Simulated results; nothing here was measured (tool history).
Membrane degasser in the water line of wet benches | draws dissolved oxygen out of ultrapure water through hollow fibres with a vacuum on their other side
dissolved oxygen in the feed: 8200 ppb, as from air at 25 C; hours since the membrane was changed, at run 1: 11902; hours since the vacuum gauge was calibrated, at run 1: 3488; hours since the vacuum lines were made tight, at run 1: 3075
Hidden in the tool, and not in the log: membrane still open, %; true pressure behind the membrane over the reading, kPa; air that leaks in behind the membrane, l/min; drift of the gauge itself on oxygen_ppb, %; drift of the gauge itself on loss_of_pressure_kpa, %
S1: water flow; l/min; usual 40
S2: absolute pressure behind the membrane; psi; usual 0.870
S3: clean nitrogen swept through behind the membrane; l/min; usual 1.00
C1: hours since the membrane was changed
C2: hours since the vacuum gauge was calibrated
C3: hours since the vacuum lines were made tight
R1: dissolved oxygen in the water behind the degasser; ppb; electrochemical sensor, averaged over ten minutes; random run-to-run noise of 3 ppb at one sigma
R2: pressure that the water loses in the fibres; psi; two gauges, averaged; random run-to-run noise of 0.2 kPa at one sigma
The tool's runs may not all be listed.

run	hour	S1	S2	S3	C1	C2	C3	R1	R2
1	0.0	40	0.870	1.00	11902	3488	3075	297.8	6.460
2	175.8	27	0.870	1.00	12078	3664	3251	184.8	4.364
3	384.2	27	0.870	1.00	12286	3872	3459	185.7	4.351
4	538.7	27	0.870	1.00	12441	4027	3614	184.3	4.321
5	813.9	27	0.870	1.00	12716	4302	3889	186.9	4.316
6	1002.5	27	0.870	1.99	12904	4490	4077	115.1	4.305
7	1175.1	38	1.156	1.00	13077	4663	4250	425.0	6.076
8	1341.6	28	1.056	1.45	13244	4830	4417	201.9	4.450
9	1561.1	64	1.056	1.08	13463	5049	4636	629.4	10.235
# hour 1618.4: vacuum gauge calibrated
10	1745.4	64	0.570	1.08	13647	127	4820	291.8	10.201

Alternative continuations, all from the tool just after run 10; predict every row:
A	2065.7	30	0.570	1.08	13967	447	5140	?	?
B	2065.7	50	0.870	0.73	13967	447	5140	?	?
C	2065.7	64	0.570	0.97	13967	447	5140	?	?
D	2065.7	62	0.570	1.08	13967	447	5140	?	?
E	2065.7	42	0.914	1.08	13967	447	5140	?	?

run	R1	R2
A	79.9	4.769
B	450.2	7.909
C	300.7	10.111
D	277.6	9.854
E	326.1	6.679
What these runs would have given with no unlogged condition in the tool:
run	R1	R2
A	79.6	4.853
B	449.4	8.048
C	299.5	10.289
D	276.5	10.026
E	325.5	6.796

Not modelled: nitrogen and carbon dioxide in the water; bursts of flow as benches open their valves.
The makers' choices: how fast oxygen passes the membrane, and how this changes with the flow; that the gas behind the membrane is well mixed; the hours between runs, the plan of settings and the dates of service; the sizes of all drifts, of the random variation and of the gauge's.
